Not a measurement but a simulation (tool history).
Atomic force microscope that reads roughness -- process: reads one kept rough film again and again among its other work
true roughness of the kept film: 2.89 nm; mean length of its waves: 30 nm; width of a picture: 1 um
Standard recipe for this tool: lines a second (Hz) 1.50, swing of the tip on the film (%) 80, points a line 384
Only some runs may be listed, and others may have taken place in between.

run,hour,lines a second (Hz),swing of the tip on the film (%),points a line,roughness of the kept film (nm (root mean square))
1,0.0,1.50,80,384,2.251
2,28.7,1.50,80,384,2.201
3,45.7,1.50,80,384,2.163
4,80.5,1.50,80,384,2.107
5,102.7,1.50,80,384,2.076
# hour 128.3: new tip fitted
6,137.2,3.75,80,384,2.229
7,171.8,3.75,80,384,2.179
8,199.4,1.56,80,384,2.372
9,222.3,1.56,80,384,2.323
10,254.6,1.56,80,384,2.275
11,285.2,1.56,80,384,2.232
12,325.7,1.56,80,384,2.137
13,363.9,1.56,80,384,2.096
# hour 371.6: new tip fitted
14,399.9,1.56,80,384,2.445
15,424.2,1.50,59,384,2.529
16,448.9,1.50,74,384,2.394
17,473.9,1.50,80,270,2.296
18,507.2,1.50,80,384,2.273
19,525.5,1.50,80,384,2.236
20,565.4,1.50,80,384,2.153
21,607.1,1.50,80,384,2.096
# hour 614.1: new tip fitted
22,625.0,1.50,80,384,2.487
23,651.7,1.50,80,384,2.439
24,680.6,1.50,80,384,2.379
# hour 684.8: height scale calibrated on a step standard
25,709.7,2.86,80,384,2.196
26,747.4,2.86,80,384,2.131
27,769.3,1.50,80,384,2.251
# hour 790.9: height scale calibrated on a step standard, once more
28,805.9,2.69,72,384,2.095
29,844.6,2.72,76,384,2.002
# hour 858.3: new tip fitted
30,877.7,2.72,76,384,2.353
31,903.9,1.61,90,380,2.270
32,923.5,1.61,90,380,2.212
33,959.0,0.70,80,504,2.406
34,983.9,0.70,80,504,2.355
35,1019.9,1.88,80,839,2.167
36,1059.3,1.50,67,306,2.211
37,1092.0,1.81,59,465,2.196
# hour 1099.3: new tip fitted
38,1134.1,1.50,59,384,2.555
39,1160.4,2.23,80,323,2.275
40,1182.4,1.50,57,511,2.484
41,1214.2,1.50,57,511,2.432
42,1246.6,0.87,76,360,2.335
43,1263.6,0.87,76,360,2.281
44,1303.5,2.47,88,360,1.917
# hour 1340.5: new tip fitted
45,1344.0,3.06,66,407,2.476
46,1362.9,0.71,73,380,2.577
47,1398.2,0.75,70,384,2.532
48,1431.9,1.31,90,384,2.240
49,1461.1,0.74,72,584,2.396
50,1497.7,1.50,87,529,2.125
51,1521.8,1.50,87,529,2.104
52,1557.1,2.92,87,529,1.881
# hour 1582.7: new tip fitted
53,1596.4,2.64,76,327,2.409

Predict each of these 3 candidate next runs independently; none follows another, all start after run 53:
A,1626.6,0.91,72,1015,?
B,1626.6,1.68,80,735,?
C,1626.6,2.42,73,528,?

run,roughness of the kept film (nm (root mean square))
A,2.557
B,2.410
C,2.400
With no hidden state in the tool, these same runs would have given:
run,roughness of the kept film (nm (root mean square))
A,2.628
B,2.476
C,2.466
